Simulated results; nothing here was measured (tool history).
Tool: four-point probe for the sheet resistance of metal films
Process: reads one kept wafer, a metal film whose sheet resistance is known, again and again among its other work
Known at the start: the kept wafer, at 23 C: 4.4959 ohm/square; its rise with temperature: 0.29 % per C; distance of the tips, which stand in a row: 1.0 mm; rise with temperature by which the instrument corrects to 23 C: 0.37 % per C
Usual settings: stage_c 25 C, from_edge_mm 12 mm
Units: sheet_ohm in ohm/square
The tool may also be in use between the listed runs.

{"run": 1, "hour": 0.0, "stage_c": 25, "from_edge_mm": 12, "sheet_ohm": 4.443498}
{"run": 2, "hour": 103.4, "stage_c": 25, "from_edge_mm": 12, "sheet_ohm": 4.442728}
{"run": 3, "hour": 172.9, "stage_c": 25, "from_edge_mm": 12, "sheet_ohm": 4.441238}
{"hour": 184.5, "done": "new probe head fitted"}
{"run": 4, "hour": 279.9, "stage_c": 19, "from_edge_mm": 12, "sheet_ohm": 4.536553}
{"run": 5, "hour": 366.9, "stage_c": 19, "from_edge_mm": 12, "sheet_ohm": 4.533658}
{"hour": 425.6, "done": "stage's thermometer calibrated"}
{"run": 6, "hour": 464.0, "stage_c": 25, "from_edge_mm": 12, "sheet_ohm": 4.5059}
{"run": 7, "hour": 548.3, "stage_c": 25, "from_edge_mm": 12, "sheet_ohm": 4.50416}
{"run": 8, "hour": 614.3, "stage_c": 25, "from_edge_mm": 12, "sheet_ohm": 4.502687}
{"run": 9, "hour": 674.1, "stage_c": 23, "from_edge_mm": 12, "sheet_ohm": 4.509538}
{"run": 10, "hour": 742.4, "stage_c": 23, "from_edge_mm": 12, "sheet_ohm": 4.507012}
{"run": 11, "hour": 802.1, "stage_c": 25, "from_edge_mm": 12, "sheet_ohm": 4.498381}
{"run": 12, "hour": 907.8, "stage_c": 25, "from_edge_mm": 12, "sheet_ohm": 4.497658}
{"run": 13, "hour": 959.2, "stage_c": 25, "from_edge_mm": 12, "sheet_ohm": 4.496586}
{"run": 14, "hour": 1064.9, "stage_c": 25, "from_edge_mm": 12, "sheet_ohm": 4.494799}
{"run": 15, "hour": 1126.2, "stage_c": 25, "from_edge_mm": 12, "sheet_ohm": 4.493382}
{"run": 16, "hour": 1203.6, "stage_c": 25, "from_edge_mm": 12, "sheet_ohm": 4.493109}
{"run": 17, "hour": 1301.3, "stage_c": 25, "from_edge_mm": 12, "sheet_ohm": 4.490897}
{"run": 18, "hour": 1388.1, "stage_c": 25, "from_edge_mm": 3, "sheet_ohm": 4.723634}
{"run": 19, "hour": 1500.3, "stage_c": 25, "from_edge_mm": 12, "sheet_ohm": 4.488421}
{"run": 20, "hour": 1574.8, "stage_c": 25, "from_edge_mm": 12, "sheet_ohm": 4.486284}
{"run": 21, "hour": 1625.5, "stage_c": 25, "from_edge_mm": 19, "sheet_ohm": 4.474846}
{"run": 22, "hour": 1733.5, "stage_c": 25, "from_edge_mm": 19, "sheet_ohm": 4.475073}
{"run": 23, "hour": 1834.3, "stage_c": 25, "from_edge_mm": 4, "sheet_ohm": 4.609594}
{"run": 24, "hour": 1901.8, "stage_c": 19, "from_edge_mm": 41, "sheet_ohm": 4.486668}
{"run": 25, "hour": 2000.2, "stage_c": 22, "from_edge_mm": 41, "sheet_ohm": 4.475199}
{"run": 26, "hour": 2062.8, "stage_c": 27, "from_edge_mm": 29, "sheet_ohm": 4.456461}
{"run": 27, "hour": 2176.9, "stage_c": 27, "from_edge_mm": 29, "sheet_ohm": 4.456544}
{"run": 28, "hour": 2232.7, "stage_c": 23, "from_edge_mm": 25, "sheet_ohm": 4.46942}
{"run": 29, "hour": 2348.8, "stage_c": 23, "from_edge_mm": 25, "sheet_ohm": 4.467777}
{"run": 30, "hour": 2411.9, "stage_c": 23, "from_edge_mm": 25, "sheet_ohm": 4.46771}
{"run": 31, "hour": 2495.2, "stage_c": 29, "from_edge_mm": 12, "sheet_ohm": 4.456349}
{"run": 32, "hour": 2572.2, "stage_c": 29, "from_edge_mm": 12, "sheet_ohm": 4.455426}
{"run": 33, "hour": 2648.4, "stage_c": 29, "from_edge_mm": 12, "sheet_ohm": 4.454232}
{"run": 34, "hour": 2700.0, "stage_c": 28, "from_edge_mm": 60, "sheet_ohm": 4.440384}
{"run": 35, "hour": 2779.9, "stage_c": 32, "from_edge_mm": 9, "sheet_ohm": 4.454402}
{"run": 36, "hour": 2867.9, "stage_c": 32, "from_edge_mm": 9, "sheet_ohm": 4.453829}
{"run": 37, "hour": 2971.5, "stage_c": 35, "from_edge_mm": 13, "sheet_ohm": 4.426231}
{"hour": 3078.7, "done": "new probe head fitted"}
{"run": 38, "hour": 3086.9, "stage_c": 30, "from_edge_mm": 57, "sheet_ohm": 4.490271}
{"run": 39, "hour": 3151.7, "stage_c": 27, "from_edge_mm": 6, "sheet_ohm": 4.565165}
{"run": 40, "hour": 3267.8, "stage_c": 34, "from_edge_mm": 64, "sheet_ohm": 4.47153}
{"run": 41, "hour": 3360.2, "stage_c": 34, "from_edge_mm": 26, "sheet_ohm": 4.470656}
{"hour": 3397.8, "done": "stage's thermometer calibrated"}
{"run": 42, "hour": 3441.4, "stage_c": 20, "from_edge_mm": 5, "sheet_ohm": 4.606516}
{"run": 43, "hour": 3555.4, "stage_c": 20, "from_edge_mm": 5, "sheet_ohm": 4.602318}
{"run": 44, "hour": 3664.8, "stage_c": 20, "from_edge_mm": 5, "sheet_ohm": 4.600461}

Some steps in sheet_ohm between neighbouring runs. How much of each would the tool show without its hidden state too (settings, what came in, random variation), and how much is left for the hidden state, with any gauge scatter that isn't in both results?
The hidden state here: inner tips' distance over the nominal, %; tips' flats over new ones', %; wafer's true temperature over the reading, C; drift of the gauge itself on sheet_ohm, %.
Run 3 -> 4: stage_c 25 -> 19, new probe head fitted. sheet_ohm +0.095315 ohm/square: hidden state +0.074079, all else +0.021236.
Run 17 -> 18: from_edge_mm 12 -> 3. sheet_ohm +0.232737 ohm/square: hidden state -0.002222, all else +0.234959.
Run 18 -> 19: from_edge_mm 3 -> 12. sheet_ohm -0.235213 ohm/square: hidden state -0.001090, all else -0.234123.
Run 37 -> 38: stage_c 35 -> 30, from_edge_mm 13 -> 57, new probe head fitted. sheet_ohm +0.064040 ohm/square: hidden state +0.059015, all else +0.005025.
Run 41 -> 42: stage_c 34 -> 20, from_edge_mm 26 -> 5, stage's thermometer calibrated. sheet_ohm +0.135860 ohm/square: hidden state -0.008488, all else +0.144348.
